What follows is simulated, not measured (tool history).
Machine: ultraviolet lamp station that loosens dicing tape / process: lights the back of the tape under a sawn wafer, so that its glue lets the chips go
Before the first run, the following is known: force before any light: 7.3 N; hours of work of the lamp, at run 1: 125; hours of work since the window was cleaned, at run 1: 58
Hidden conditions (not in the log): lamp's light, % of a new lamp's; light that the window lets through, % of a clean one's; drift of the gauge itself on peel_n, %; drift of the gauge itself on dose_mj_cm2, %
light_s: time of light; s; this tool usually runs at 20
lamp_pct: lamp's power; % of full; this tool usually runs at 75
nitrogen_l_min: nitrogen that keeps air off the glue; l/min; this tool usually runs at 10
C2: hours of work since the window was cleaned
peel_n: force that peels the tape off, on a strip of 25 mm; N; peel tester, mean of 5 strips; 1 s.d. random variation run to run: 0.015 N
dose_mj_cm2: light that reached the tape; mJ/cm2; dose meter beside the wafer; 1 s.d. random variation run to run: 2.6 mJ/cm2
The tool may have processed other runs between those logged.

Run 1, hour 0.0: usual settings; hours of work of the lamp 125; C2 58. Result: peel_n 0.796 N, dose_mj_cm2 313 mJ/cm2.
Run 2, hour 31.2: usual settings; hours of work of the lamp 150; C2 82. Result: peel_n 0.791 N, dose_mj_cm2 315 mJ/cm2.
Run 3, hour 61.8: usual settings; hours of work of the lamp 175; C2 107. Result: peel_n 0.834 N, dose_mj_cm2 303 mJ/cm2.
Run 4, hour 75.1: usual settings; hours of work of the lamp 186; C2 118. Result: peel_n 0.817 N, dose_mj_cm2 306 mJ/cm2.
Run 5, hour 91.0: usual settings; hours of work of the lamp 198; C2 130. Result: peel_n 0.840 N, dose_mj_cm2 310 mJ/cm2.
Run 6, hour 105.6: usual settings but lamp_pct 74 % of full; hours of work of the lamp 210; C2 142. Result: peel_n 0.873 N, dose_mj_cm2 303 mJ/cm2.
Run 7, hour 118.9: usual settings but lamp_pct 74 % of full; hours of work of the lamp 221; C2 153. Result: peel_n 0.848 N, dose_mj_cm2 303 mJ/cm2.
Run 8, hour 148.0: usual settings but lamp_pct 74 % of full; hours of work of the lamp 244; C2 176. Result: peel_n 0.873 N, dose_mj_cm2 296 mJ/cm2.
Run 9, hour 161.0: usual settings but lamp_pct 84 % of full; hours of work of the lamp 254; C2 186. Result: peel_n 0.695 N, dose_mj_cm2 334 mJ/cm2.
Run 10, hour 186.3: usual settings but nitrogen_l_min 6 l/min; hours of work of the lamp 274; C2 207. Result: peel_n 1.248 N, dose_mj_cm2 301 mJ/cm2.
Run 11, hour 207.1: usual settings but nitrogen_l_min 6 l/min; hours of work of the lamp 291; C2 223. Result: peel_n 1.310 N, dose_mj_cm2 300 mJ/cm2.
Run 12, hour 236.7: usual settings but light_s 40 s, lamp_pct 71 % of full, nitrogen_l_min 8 l/min; hours of work of the lamp 315; C2 247. Result: peel_n 0.243 N, dose_mj_cm2 546 mJ/cm2.
Run 13, hour 266.8: usual settings but light_s 18 s, lamp_pct 65 % of full; hours of work of the lamp 339; C2 271. Result: peel_n 1.431 N, dose_mj_cm2 226 mJ/cm2.
Run 14, hour 298.5: usual settings but light_s 18 s, lamp_pct 65 % of full; hours of work of the lamp 364; C2 296. Result: peel_n 1.468 N, dose_mj_cm2 223 mJ/cm2.
Run 15, hour 314.6: usual settings but light_s 27 s, nitrogen_l_min 18 l/min; hours of work of the lamp 377; C2 309. Result: peel_n 0.306 N, dose_mj_cm2 384 mJ/cm2.
Run 16, hour 342.6: usual settings but light_s 28 s, lamp_pct 86 % of full; hours of work of the lamp 400; C2 332. Result: peel_n 0.329 N, dose_mj_cm2 462 mJ/cm2.
Run 17, hour 364.6: usual settings but light_s 21 s, lamp_pct 86 % of full; hours of work of the lamp 417; C2 349. Result: peel_n 0.659 N, dose_mj_cm2 343 mJ/cm2.

Estimate the outcome of run 18 from the log above:
Run 18, hour 391.2: usual settings but light_s 21 s, lamp_pct 86 % of full; hours of work of the lamp 438; C2 370. Result: peel_n ?, dose_mj_cm2 ?.

{"run 18": {"peel_n": 0.664, "dose_mj_cm2": 339}}
Without the tool's hidden state the same run would have given peel_n 0.470 N, dose_mj_cm2 394 mJ/cm2.
